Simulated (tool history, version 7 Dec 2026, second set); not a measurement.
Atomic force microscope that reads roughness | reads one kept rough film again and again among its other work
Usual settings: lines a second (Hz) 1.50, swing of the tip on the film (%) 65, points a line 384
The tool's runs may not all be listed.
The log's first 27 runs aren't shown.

run,hour,lines a second (Hz),swing of the tip on the film (%),points a line,pictures with this tip,hours of work since the height scale was calibrated,roughness of the kept film (nm (root mean square))
# hour 622.3: new tip fitted
28,622.9,0.66,70,319,1,522,5.182
29,637.8,0.66,70,319,21,528,5.159
30,666.3,0.66,70,319,59,540,5.118
31,682.2,1.89,61,942,80,547,5.037
32,705.9,0.75,81,374,112,556,4.969
33,734.9,1.89,63,293,151,568,4.929
34,760.6,1.89,63,293,186,579,4.847
35,778.9,1.89,67,547,210,587,4.814
36,794.1,0.53,59,547,231,593,4.950
37,813.2,0.67,86,982,256,601,4.773
38,838.6,0.67,79,601,291,611,4.784
39,858.6,0.67,61,601,317,620,4.826
# hour 860.3: new tip fitted
40,871.7,0.67,61,601,15,625,5.172
41,889.0,1.23,78,415,39,632,4.984
42,919.2,0.56,78,522,79,645,5.109
43,932.5,0.56,78,879,97,650,5.041
44,948.6,1.50,62,500,119,657,5.009
45,976.3,1.50,57,500,156,668,5.001
46,1005.0,0.51,83,370,194,680,4.913

Forecast each of these 5 alternatives for the next run:
A,1017.2,1.53,65,356,211,685,?
B,1017.2,2.64,83,604,211,685,?
C,1017.2,2.60,80,278,211,685,?
D,1017.2,1.50,65,307,211,685,?
E,1017.2,0.91,68,370,211,685,?

run,roughness of the kept film (nm (root mean square))
A,4.870
B,4.494
C,4.511
D,4.876
E,4.875
Without the tool's hidden state the same runs would have given:
run,roughness of the kept film (nm (root mean square))
A,5.115
B,4.720
C,4.738
D,5.121
E,5.120
